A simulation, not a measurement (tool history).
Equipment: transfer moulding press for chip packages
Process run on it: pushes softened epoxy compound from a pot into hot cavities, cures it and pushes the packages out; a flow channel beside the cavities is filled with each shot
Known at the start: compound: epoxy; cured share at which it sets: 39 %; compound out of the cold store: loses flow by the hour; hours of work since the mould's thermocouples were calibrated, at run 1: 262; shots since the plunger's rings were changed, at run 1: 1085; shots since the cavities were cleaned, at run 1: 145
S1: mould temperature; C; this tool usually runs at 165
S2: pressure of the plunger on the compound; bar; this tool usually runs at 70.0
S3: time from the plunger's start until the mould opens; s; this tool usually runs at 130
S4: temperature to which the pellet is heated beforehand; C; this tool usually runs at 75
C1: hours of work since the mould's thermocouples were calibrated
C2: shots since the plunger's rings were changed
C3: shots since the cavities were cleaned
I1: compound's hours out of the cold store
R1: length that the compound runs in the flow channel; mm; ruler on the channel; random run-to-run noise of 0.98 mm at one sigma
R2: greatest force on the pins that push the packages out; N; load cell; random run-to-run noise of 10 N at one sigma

run,hour,S1,S2,S3,S4,C1,C2,C3,I1,R1,R2
1,0.0,165,70.0,130,75,262,1085,145,17.1,786.7,616
2,7.0,165,70.0,130,75,267,1149,209,14.1,791.9,626
3,16.8,165,70.0,169,75,273,1238,298,31.3,764.0,534
4,30.7,165,70.0,143,75,282,1364,424,36.6,752.7,628
5,45.6,165,70.0,143,75,291,1500,560,34.6,755.7,634
# hour 49.3: cavities cleaned with cleaning compound and waxed
6,57.0,165,70.0,143,75,298,1590,70,40.2,749.0,701
7,64.4,165,70.0,143,75,303,1657,137,10.0,798.0,718
8,77.2,162,54.7,130,80,311,1773,253,39.6,667.5,913

What does the tool deliver on the next run?
9,84.9,162,54.7,130,80,316,1844,324,44.0,?,?

Run 9 yielded R1 660.5 mm, R2 862 N.
With the hidden condition absent and the run-to-run variation left alone, this run would have shown R1 670.3 mm, R2 585 N.
